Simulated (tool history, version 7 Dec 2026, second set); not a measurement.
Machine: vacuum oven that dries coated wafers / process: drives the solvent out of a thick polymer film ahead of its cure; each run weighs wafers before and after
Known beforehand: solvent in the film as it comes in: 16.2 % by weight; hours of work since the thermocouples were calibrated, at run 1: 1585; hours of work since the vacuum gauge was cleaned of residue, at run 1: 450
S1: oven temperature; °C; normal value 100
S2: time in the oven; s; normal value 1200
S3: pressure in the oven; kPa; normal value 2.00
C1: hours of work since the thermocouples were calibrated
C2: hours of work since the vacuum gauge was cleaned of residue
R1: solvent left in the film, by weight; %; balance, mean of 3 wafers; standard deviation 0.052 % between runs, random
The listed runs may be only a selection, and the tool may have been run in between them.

run   hour   S1    S2    S3    C1   C2    R1
  1    0.0  100  1200  2.00  1585  450  1.70
  2   27.8  100  1200  2.00  1598  464  1.70
  3   64.0  100  1200  2.00  1616  482  1.70
  4   82.1  100  1200  2.00  1625  491  1.84
  5  112.5  100  1200  2.00  1640  506  1.81
     138.1  -- oven's thermocouples calibrated
  6  146.4   88  1260  2.00     4  521  5.01
  7  176.8  111  1200  2.25    19  536  0.69
  8  203.0  100  1200  1.24    32  549  1.44
  9  236.0  100   780  2.00    48  565  3.02
 10  264.0   85  1080  2.54    62  579  7.01

Hidden state at the last listed run before each entry between runs and at the first one after, where it differs:
Between runs 5 and 6: oven's thermocouples calibrated (hour 138.1)
  true wafer temperature over the reading, C: -0.93 -> -0.31; true pressure over the reading, kPa: 0.225 -> 0.232
  difference, measured minus the result without the unlogged condition, R1: +0.25 -> +0.21 %
